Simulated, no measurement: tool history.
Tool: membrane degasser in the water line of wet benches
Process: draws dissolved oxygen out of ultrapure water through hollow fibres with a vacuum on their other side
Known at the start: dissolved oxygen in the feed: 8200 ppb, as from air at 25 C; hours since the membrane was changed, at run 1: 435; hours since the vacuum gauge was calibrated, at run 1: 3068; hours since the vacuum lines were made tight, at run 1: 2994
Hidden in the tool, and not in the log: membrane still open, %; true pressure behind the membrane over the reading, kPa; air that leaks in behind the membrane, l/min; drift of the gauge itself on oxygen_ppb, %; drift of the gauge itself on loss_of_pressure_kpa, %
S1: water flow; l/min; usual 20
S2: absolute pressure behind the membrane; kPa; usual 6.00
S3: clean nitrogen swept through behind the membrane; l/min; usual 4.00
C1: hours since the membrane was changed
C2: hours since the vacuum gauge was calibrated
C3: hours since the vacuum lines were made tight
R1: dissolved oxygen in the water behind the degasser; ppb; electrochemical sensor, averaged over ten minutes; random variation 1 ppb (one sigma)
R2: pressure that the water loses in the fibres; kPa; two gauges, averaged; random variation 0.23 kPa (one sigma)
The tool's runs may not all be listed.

run 1 hour=0.0 | S1=20 S2=6.00 S3=4.00 | C1=435 C2=3068 C3=2994 | R1=100.3 R2=59.54
run 2 hour=47.4 | S1=20 S2=6.00 S3=4.00 | C1=483 C2=3115 C3=3042 | R1=101.2 R2=58.96
run 3 hour=90.5 | S1=20 S2=6.00 S3=4.00 | C1=526 C2=3158 C3=3085 | R1=98.7 R2=59.61
run 4 hour=136.4 | S1=20 S2=4.26 S3=4.00 | C1=572 C2=3204 C3=3131 | R1=78.8 R2=59.60
run 5 hour=174.2 | S1=20 S2=4.26 S3=4.00 | C1=610 C2=3242 C3=3169 | R1=79.1 R2=59.59
-- hour=188.1 seals of the vacuum lines changed
run 6 hour=200.5 | S1=20 S2=4.26 S3=4.00 | C1=634 C2=3266 C3=12 | R1=80.3 R2=59.82
run 7 hour=228.9 | S1=18 S2=6.00 S3=4.00 | C1=662 C2=3295 C3=41 | R1=81.1 R2=53.75
run 8 hour=254.4 | S1=18 S2=6.00 S3=4.00 | C1=688 C2=3320 C3=66 | R1=80.6 R2=53.81
run 9 hour=300.5 | S1=18 S2=6.00 S3=4.00 | C1=734 C2=3366 C3=112 | R1=79.2 R2=54.06
run 10 hour=353.3 | S1=18 S2=6.00 S3=4.00 | C1=787 C2=3419 C3=165 | R1=81.3 R2=53.68
run 11 hour=380.9 | S1=18 S2=6.00 S3=4.00 | C1=814 C2=3447 C3=193 | R1=82.1 R2=53.82
run 12 hour=414.3 | S1=18 S2=6.00 S3=4.00 | C1=848 C2=3480 C3=226 | R1=80.5 R2=54.07
run 13 hour=439.9 | S1=20 S2=6.00 S3=4.00 | C1=873 C2=3506 C3=252 | R1=100.3 R2=60.14
run 14 hour=487.6 | S1=20 S2=6.00 S3=3.85 | C1=921 C2=3553 C3=299 | R1=103.0 R2=59.94
run 15 hour=520.0 | S1=20 S2=6.00 S3=3.85 | C1=953 C2=3586 C3=332 | R1=100.7 R2=60.19
run 16 hour=546.6 | S1=27 S2=8.19 S3=3.33 | C1=980 C2=3612 C3=358 | R1=226.8 R2=81.43
run 17 hour=578.9 | S1=27 S2=8.19 S3=3.33 | C1=1012 C2=3645 C3=391 | R1=227.8 R2=81.16
run 18 hour=632.3 | S1=27 S2=8.19 S3=3.33 | C1=1066 C2=3698 C3=444 | R1=223.7 R2=81.99
run 19 hour=676.7 | S1=20 S2=9.98 S3=6.44 | C1=1110 C2=3742 C3=489 | R1=119.4 R2=60.53
run 20 hour=726.2 | S1=20 S2=9.98 S3=6.44 | C1=1160 C2=3792 C3=538 | R1=118.1 R2=60.63
-- hour=762.6 gauge calibrated
run 21 hour=762.6 | S1=20 S2=9.98 S3=6.44 | C1=1196 C2=3828 C3=574 | R1=114.8 R2=59.11
run 22 hour=794.0 | S1=20 S2=6.84 S3=8.79 | C1=1227 C2=3860 C3=606 | R1=87.0 R2=59.28
run 23 hour=822.7 | S1=14 S2=6.00 S3=6.99 | C1=1256 C2=3888 C3=635 | R1=38.4 R2=41.68
run 24 hour=846.2 | S1=13 S2=12.08 S3=5.20 | C1=1280 C2=3912 C3=658 | R1=74.5 R2=38.48
run 25 hour=880.9 | S1=13 S2=4.67 S3=2.50 | C1=1314 C2=3947 C3=693 | R1=38.5 R2=38.58
run 26 hour=913.9 | S1=23 S2=4.67 S3=2.50 | C1=1347 C2=3980 C3=726 | R1=123.9 R2=68.57
run 27 hour=940.6 | S1=18 S2=5.23 S3=6.26 | C1=1374 C2=4006 C3=752 | R1=64.7 R2=53.48
run 28 hour=988.1 | S1=20 S2=3.66 S3=4.00 | C1=1421 C2=4054 C3=800 | R1=73.5 R2=59.15
run 29 hour=1016.3 | S1=20 S2=6.12 S3=6.16 | C1=1450 C2=4082 C3=828 | R1=89.9 R2=59.98

Forecast each of these 5 alternatives for the next run:
run A hour=1044.3 | S1=30 S2=13.59 S3=2.76 | C1=1478 C2=4110 C3=856 | R1=? R2=?
run B hour=1044.3 | S1=19 S2=6.51 S3=1.78 | C1=1478 C2=4110 C3=856 | R1=? R2=?
run C hour=1044.3 | S1=17 S2=3.65 S3=3.64 | C1=1478 C2=4110 C3=856 | R1=? R2=?
run D hour=1044.3 | S1=17 S2=10.52 S3=4.86 | C1=1478 C2=4110 C3=856 | R1=? R2=?
run E hour=1044.3 | S1=18 S2=9.99 S3=4.99 | C1=1478 C2=4110 C3=856 | R1=? R2=?

run=A R1=412.3 R2=89.62
run=B R1=139.1 R2=56.66
run=C R1=50.2 R2=50.64
run=D R1=105.3 R2=50.80
run=E R1=109.6 R2=53.85
Without the tool's hidden state the same runs would have given:
run=A R1=412.1 R2=88.86
run=B R1=138.9 R2=56.17
run=C R1=50.1 R2=50.20
run=D R1=105.2 R2=50.37
run=E R1=109.5 R2=53.40
